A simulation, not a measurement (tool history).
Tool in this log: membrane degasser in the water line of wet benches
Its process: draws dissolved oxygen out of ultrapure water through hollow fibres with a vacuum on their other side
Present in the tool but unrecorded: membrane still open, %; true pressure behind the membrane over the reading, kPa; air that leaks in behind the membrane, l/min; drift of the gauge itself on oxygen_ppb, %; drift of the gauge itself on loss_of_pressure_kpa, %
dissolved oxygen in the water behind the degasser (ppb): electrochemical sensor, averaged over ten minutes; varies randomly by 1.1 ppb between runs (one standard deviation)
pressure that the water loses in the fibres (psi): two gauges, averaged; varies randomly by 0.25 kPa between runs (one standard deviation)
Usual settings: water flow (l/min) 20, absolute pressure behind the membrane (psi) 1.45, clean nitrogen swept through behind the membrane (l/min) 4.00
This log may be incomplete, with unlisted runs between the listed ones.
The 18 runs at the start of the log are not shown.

| run | hour | water flow (l/min) | absolute pressure behind the membrane (psi) | clean nitrogen swept through behind the membrane (l/min) | hours since the membrane was changed | hours since the vacuum gauge was calibrated | hours since the vacuum lines were made tight | dissolved oxygen in the water behind the degasser (ppb) | pressure that the water loses in the fibres (psi) |
|---|---|---|---|---|---|---|---|---|---|
| 19 | 1054.2 | 20 | 1.99 | 7.98 | 2790 | 226 | 1024 | 90.0 | 10.224 |
| 20 | 1133.2 | 20 | 1.78 | 7.62 | 2868 | 305 | 1103 | 83.4 | 10.231 |
|  | 1176.6 | vacuum gauge calibrated, once more |
| 21 | 1201.2 | 20 | 1.78 | 7.62 | 2936 | 25 | 1170 | 83.7 | 10.234 |
| 22 | 1272.5 | 21 | 3.42 | 1.69 | 3007 | 96 | 1242 | 582.5 | 10.802 |
| 23 | 1321.2 | 20 | 3.25 | 4.00 | 3056 | 145 | 1290 | 252.5 | 10.257 |
| 24 | 1374.4 | 30 | 3.25 | 4.00 | 3109 | 198 | 1344 | 450.7 | 15.505 |
| 25 | 1415.3 | 30 | 3.25 | 4.00 | 3150 | 239 | 1385 | 452.5 | 15.394 |
| 26 | 1482.1 | 28 | 1.74 | 6.13 | 3217 | 305 | 1451 | 200.5 | 14.360 |
| 27 | 1538.3 | 13 | 2.15 | 4.00 | 3273 | 362 | 1508 | 93.0 | 6.675 |
| 28 | 1581.5 | 12 | 2.83 | 4.00 | 3316 | 405 | 1551 | 120.1 | 6.269 |
| 29 | 1624.0 | 20 | 1.45 | 4.07 | 3359 | 447 | 1593 | 106.9 | 10.303 |
| 30 | 1686.4 | 20 | 1.45 | 4.07 | 3421 | 510 | 1656 | 106.2 | 10.286 |
| 31 | 1741.9 | 17 | 1.45 | 4.36 | 3477 | 565 | 1711 | 75.4 | 8.786 |
| 32 | 1797.7 | 12 | 1.90 | 1.97 | 3533 | 621 | 1767 | 146.2 | 6.209 |

4 options for the next run, each taken on its own from the tool as it stands now. Forecast them:
| A | 1862.8 | 15 | 1.60 | 1.97 | 3598 | 686 | 1832 | ? | ? |
| B | 1862.8 | 29 | 1.00 | 4.00 | 3598 | 686 | 1832 | ? | ? |
| C | 1862.8 | 20 | 1.31 | 4.00 | 3598 | 686 | 1832 | ? | ? |
| D | 1862.8 | 14 | 1.29 | 6.24 | 3598 | 686 | 1832 | ? | ? |

| run | dissolved oxygen in the water behind the degasser (ppb) | pressure that the water loses in the fibres (psi) |
|---|---|---|
| A | 146.4 | 7.789 |
| B | 180.3 | 14.955 |
| C | 96.2 | 10.328 |
| D | 35.8 | 7.278 |
Stripped of hidden state, with their random variation kept, the same runs would have yielded:
| run | dissolved oxygen in the water behind the degasser (ppb) | pressure that the water loses in the fibres (psi) |
|---|---|---|
| A | 144.3 | 7.423 |
| B | 158.1 | 14.249 |
| C | 89.6 | 9.842 |
| D | 34.5 | 6.936 |

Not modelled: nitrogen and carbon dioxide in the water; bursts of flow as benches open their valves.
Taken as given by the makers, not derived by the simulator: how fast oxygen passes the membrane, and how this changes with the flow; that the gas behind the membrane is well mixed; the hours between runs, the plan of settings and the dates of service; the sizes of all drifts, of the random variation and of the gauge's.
